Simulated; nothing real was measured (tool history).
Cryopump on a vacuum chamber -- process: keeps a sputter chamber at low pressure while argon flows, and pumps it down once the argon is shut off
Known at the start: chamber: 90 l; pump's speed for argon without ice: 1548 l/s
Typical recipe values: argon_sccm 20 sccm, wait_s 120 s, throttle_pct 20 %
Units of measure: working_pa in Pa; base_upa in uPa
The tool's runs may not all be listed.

run    hour  argon_sccm  wait_s  throttle_pct  working_pa  base_upa
  1     0.0          20     120            20      0.1129      1.06
  2    40.5          20     120            20      0.1132      1.09
  3    62.6          20     120            20      0.1135      1.08
  4   107.1          20      38            20      0.1138      1.67
  5   130.4          20      38            20      0.1134      1.64
  6   162.8          10     120            20      0.0568      1.20
  7   197.9          11     120            20      0.0633      1.21
  8   247.3          11     120            20      0.0625      1.18
  9   271.4          11     120            20      0.0633      1.19
 10   302.0          11     120            20      0.0632      1.11
      312.3  -- pump warmed up, emptied and cooled again
 11   333.6          20     120            54      0.0404      1.01
 12   357.8          20     120            54      0.0414      0.99
 13   390.7          20     120            54      0.0401      0.99
 14   417.7          20     209            20      0.1099      0.90
 15   438.8          10     209            20      0.0554      0.94
 16   468.7          10     209            20      0.0546      0.93
 17   511.3          20      98            20      0.1104      1.08
 18   533.6          20      98            20      0.1107      1.12
 19   555.6           9      44            34      0.0294      1.48
 20   579.9          20     120            15      0.1471      1.06
 21   608.6          20     120            15      0.1459      1.06
 22   657.1          23      33            15      0.1686      1.74
 23   687.0          13      25            34      0.0427      2.01
 24   732.2          10     292            57      0.0204      0.97
 25   754.4          15     120            54      0.0321      1.13
      776.9  -- leaking fittings of the chamber tightened, without venting
 26   800.5          17     120            40      0.0482      0.47
 27   831.8          17     120            40      0.0481      0.48
 28   860.7          17     120            40      0.0485      0.41
 29   882.2          37     120            16      0.2586      0.49
 30   922.1          20      56            20      0.1109      0.80
 31   957.1          20     120            37      0.0616      0.49
 32   995.1          20     120            37      0.0622      0.50
 33  1024.0          20     120            37      0.0617      0.51
 34  1046.3          23     173            28      0.0948      0.46
 35  1092.4          36     120            17      0.2381      0.51

Consider 3 possible next runs. They are alternatives, not a sequence: every one starts from the tool as it was left by run 35. What does each give?
  A  1137.5          20      37            20           ?         ?
  B  1137.5           8     222            26           ?         ?
  C  1137.5           9     120            20           ?         ?

run  working_pa  base_upa
  A      0.1127      1.08
  B      0.0355      0.43
  C      0.0514      0.50
Take away the tool's hidden state, keep each run's random variation, and the runs would have read:
run  working_pa  base_upa
  A      0.1088      0.99
  B      0.0340      0.34
  C      0.0497      0.41
